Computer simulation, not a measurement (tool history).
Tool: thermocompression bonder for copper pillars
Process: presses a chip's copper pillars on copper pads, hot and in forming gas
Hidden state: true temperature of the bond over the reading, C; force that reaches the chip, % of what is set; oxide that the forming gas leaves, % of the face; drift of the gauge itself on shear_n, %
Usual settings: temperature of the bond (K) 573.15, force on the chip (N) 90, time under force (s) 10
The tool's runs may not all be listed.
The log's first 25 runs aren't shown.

| run | hour | temperature of the bond (K) | force on the chip (N) | time under force (s) | hours of work since the heater was calibrated | hours of work since the force cell was calibrated | hours of work since the gas filter was changed | force that shears a chip off (N) |
|---|---|---|---|---|---|---|---|---|
| 26 | 867.8 | 548.15 | 108 | 6 | 384 | 1308 | 58 | 34.2 |
| 27 | 890.2 | 548.15 | 108 | 6 | 397 | 1321 | 71 | 34.2 |
|  | 904.3 | force cell calibrated |
| 28 | 928 | 575.15 | 106 | 20 | 417 | 13 | 92 | 67.7 |
|  | 952.5 | gauge calibrated |
| 29 | 964.9 | 575.15 | 106 | 20 | 438 | 34 | 112 | 66.1 |
| 30 | 1012.3 | 599.15 | 124 | 10 | 465 | 61 | 139 | 74 |
| 31 | 1040.5 | 579.15 | 56 | 15 | 481 | 77 | 155 | 32.5 |
| 32 | 1062.8 | 544.15 | 123 | 21 | 493 | 89 | 168 | 57.5 |
| 33 | 1093.1 | 581.15 | 89 | 10 | 511 | 107 | 185 | 48.2 |
| 34 | 1119.1 | 581.15 | 89 | 10 | 525 | 121 | 199 | 48.3 |
| 35 | 1167.1 | 546.15 | 66 | 6 | 552 | 148 | 227 | 17.2 |
| 36 | 1209.5 | 546.15 | 66 | 6 | 576 | 172 | 251 | 17.5 |
| 37 | 1254.9 | 554.15 | 90 | 10 | 602 | 198 | 276 | 35.8 |
| 38 | 1290.6 | 583.15 | 90 | 12 | 622 | 218 | 296 | 53.1 |
| 39 | 1320.8 | 573.15 | 79 | 10 | 639 | 235 | 313 | 38.9 |

Forecast each of these 3 alternatives for the next run:
| A | 1367.8 | 601.15 | 131 | 18 | 666 | 262 | 340 | ? |
| B | 1367.8 | 573.15 | 120 | 10 | 666 | 262 | 340 | ? |
| C | 1367.8 | 594.15 | 73 | 16 | 666 | 262 | 340 | ? |

| run | force that shears a chip off (N) |
|---|---|
| A | 86.4 |
| B | 60 |
| C | 52.7 |
Without the tool's hidden state the same runs would have given:
| run | force that shears a chip off (N) |
|---|---|
| A | 85.6 |
| B | 59.3 |
| C | 52.1 |

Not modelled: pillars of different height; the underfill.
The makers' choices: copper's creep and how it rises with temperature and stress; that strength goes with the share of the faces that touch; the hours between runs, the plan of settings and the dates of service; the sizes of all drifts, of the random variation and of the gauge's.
